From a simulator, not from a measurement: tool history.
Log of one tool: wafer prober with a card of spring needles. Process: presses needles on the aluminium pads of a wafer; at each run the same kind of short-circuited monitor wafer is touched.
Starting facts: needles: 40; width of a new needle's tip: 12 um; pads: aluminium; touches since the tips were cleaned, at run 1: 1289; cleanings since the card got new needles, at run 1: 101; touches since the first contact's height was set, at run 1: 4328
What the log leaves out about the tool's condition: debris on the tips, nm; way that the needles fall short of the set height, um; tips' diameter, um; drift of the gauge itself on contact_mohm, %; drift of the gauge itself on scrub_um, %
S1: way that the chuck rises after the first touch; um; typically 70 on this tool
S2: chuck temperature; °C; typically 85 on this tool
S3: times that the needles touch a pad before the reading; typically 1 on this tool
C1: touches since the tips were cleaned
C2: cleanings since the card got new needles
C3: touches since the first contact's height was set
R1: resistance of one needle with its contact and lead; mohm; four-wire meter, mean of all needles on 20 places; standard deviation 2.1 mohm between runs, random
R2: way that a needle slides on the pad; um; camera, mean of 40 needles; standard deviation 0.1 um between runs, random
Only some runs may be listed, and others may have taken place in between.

run,hour,S1,S2,S3,C1,C2,C3,R1,R2
1,0.0,70,85,1,1289,101,4328,232,14.88
# hour 1.6: tips cleaned on abrasive film
# hour 4.7: tips cleaned on abrasive film
# hour 8.4: tips cleaned on abrasive film
2,10.3,70,85,1,1069,104,10117,233,14.75
# hour 11.9: tips cleaned on abrasive film
# hour 15.7: tips cleaned on abrasive film
# hour 18.8: tips cleaned on abrasive film
3,21.3,70,85,1,1474,107,16336,227,14.81
# hour 22.2: tips cleaned on abrasive film
# hour 25.3: tips cleaned on abrasive film
# hour 28.4: tips cleaned on abrasive film
4,29.9,59,85,1,890,110,21132,231,12.53
# hour 31.5: tips cleaned on abrasive film
# hour 34.6: tips cleaned on abrasive film
# hour 38.4: tips cleaned on abrasive film
# hour 41.5: tips cleaned on abrasive film
# hour 44.8: tips cleaned on abrasive film
5,44.8,59,85,1,0,115,29480,231,12.62
# hour 48.6: tips cleaned on abrasive film
# hour 51.7: tips cleaned on abrasive film
6,52.5,59,85,1,460,117,33803,230,12.49
# hour 54.8: tips cleaned on abrasive film
# hour 57.9: tips cleaned on abrasive film
# hour 61.8: tips cleaned on abrasive film
# hour 64.8: tips cleaned on abrasive film
7,67.2,59,85,1,1381,121,42115,232,12.48
# hour 68.1: tips cleaned on abrasive film
# hour 71.9: tips cleaned on abrasive film
# hour 75.8: tips cleaned on abrasive film
# hour 79.6: tips cleaned on abrasive film
8,80.0,59,85,1,227,125,49276,233,12.49
# hour 83.0: tips cleaned on abrasive film
# hour 86.1: tips cleaned on abrasive film
9,88.1,70,85,2,1135,127,53856,227,14.87
# hour 89.7: tips cleaned on abrasive film
# hour 92.8: tips cleaned on abrasive film
10,95.2,70,85,1,1409,129,57871,227,14.83
# hour 96.1: tips cleaned on abrasive film
# hour 99.2: tips cleaned on abrasive film
# hour 103.0: tips cleaned on abrasive film
11,105.3,70,85,1,1366,132,63536,234,14.77
# hour 106.2: tips cleaned on abrasive film
# hour 110.0: tips cleaned on abrasive film
# hour 113.9: tips cleaned on abrasive film
12,114.5,70,85,1,394,135,68708,231,14.82
# hour 117.6: tips cleaned on abrasive film
# hour 121.5: tips cleaned on abrasive film
# hour 124.6: tips cleaned on abrasive film
# hour 128.4: tips cleaned on abrasive film
13,129.8,70,85,1,795,139,77319,228,14.75
# hour 132.2: tips cleaned on abrasive film
# hour 136.0: tips cleaned on abrasive film
# hour 139.1: tips cleaned on abrasive film
# hour 142.9: tips cleaned on abrasive film
# hour 146.1: tips cleaned on abrasive film
14,146.1,70,80,1,0,144,86447,228,14.88
# hour 149.9: tips cleaned on abrasive film
# hour 153.0: tips cleaned on abrasive film
# hour 156.1: tips cleaned on abrasive film
15,157.5,62,122,1,842,147,92923,239,13.09
# hour 159.9: tips cleaned on abrasive film
# hour 163.0: tips cleaned on abrasive film
# hour 166.8: tips cleaned on abrasive film
16,168.5,56,58,1,939,150,99073,223,11.97
# hour 170.1: tips cleaned on abrasive film
# hour 173.2: tips cleaned on abrasive film
# hour 176.3: tips cleaned on abrasive film
# hour 180.1: tips cleaned on abrasive film
17,181.5,56,58,1,794,154,106382,229,11.77
# hour 183.8: tips cleaned on abrasive film
# hour 186.9: tips cleaned on abrasive film
# hour 190.7: tips cleaned on abrasive film
18,191.3,52,26,1,312,157,111882,220,10.97
# hour 194.3: tips cleaned on abrasive film
# hour 197.4: tips cleaned on abrasive film
# hour 201.2: tips cleaned on abrasive film
19,201.4,52,26,1,117,160,117601,217,11.14
# hour 204.5: tips cleaned on abrasive film
# hour 208.4: tips cleaned on abrasive film
# hour 212.2: tips cleaned on abrasive film
# hour 215.3: tips cleaned on abrasive film
20,216.2,52,26,1,520,164,125939,216,11.06
# hour 218.6: tips cleaned on abrasive film
# hour 222.4: tips cleaned on abrasive film
# hour 225.5: tips cleaned on abrasive film
# hour 228.6: tips cleaned on abrasive film
21,228.7,52,26,1,33,168,132909,215,10.89
# hour 231.8: tips cleaned on abrasive film
# hour 234.9: tips cleaned on abrasive film
# hour 238.5: tips cleaned on abrasive film
22,238.5,53,31,3,0,171,138430,214,11.30
# hour 241.6: tips cleaned on abrasive film
# hour 245.4: tips cleaned on abrasive film
# hour 249.2: tips cleaned on abrasive film
23,249.3,53,31,3,9,174,144486,218,11.36
# hour 253.0: tips cleaned on abrasive film
# hour 256.8: tips cleaned on abrasive film
# hour 259.9: tips cleaned on abrasive film
# hour 263.0: tips cleaned on abrasive film
24,263.6,87,48,3,339,178,152543,221,18.37
# hour 266.7: tips cleaned on abrasive film
# hour 269.8: tips cleaned on abrasive film
25,271.4,86,72,3,933,180,156950,227,18.37
# hour 273.0: tips cleaned on abrasive film
# hour 276.8: tips cleaned on abrasive film
# hour 279.9: tips cleaned on abrasive film
# hour 283.0: tips cleaned on abrasive film
26,285.6,55,88,2,1517,184,164961,232,11.73
# hour 286.5: tips cleaned on abrasive film
# hour 290.3: tips cleaned on abrasive film
# hour 293.4: tips cleaned on abrasive film
# hour 297.2: tips cleaned on abrasive film
27,297.6,55,88,2,223,188,171667,235,11.66
# hour 300.6: tips cleaned on abrasive film
# hour 304.5: tips cleaned on abrasive film
# hour 307.6: tips cleaned on abrasive film
28,308.1,62,64,1,320,191,177598,224,13.06

Forecast each of these 4 alternatives for the next run:
# hour 311.2: tips cleaned on abrasive film
# hour 315.0: tips cleaned on abrasive film
A,317.1,61,33,2,1195,193,182688,?,?
# hour 311.2: tips cleaned on abrasive film
# hour 315.0: tips cleaned on abrasive film
B,317.1,62,64,2,1195,193,182688,?,?
# hour 311.2: tips cleaned on abrasive film
# hour 315.0: tips cleaned on abrasive film
C,317.1,70,93,3,1195,193,182688,?,?
# hour 311.2: tips cleaned on abrasive film
# hour 315.0: tips cleaned on abrasive film
D,317.1,70,117,2,1195,193,182688,?,?

run,R1,R2
A,219,12.95
B,223,13.25
C,229,14.70
D,242,14.93
Without the tool's hidden state the same runs would have given:
run,R1,R2
A,218,13.01
B,223,13.30
C,229,14.75
D,242,14.99
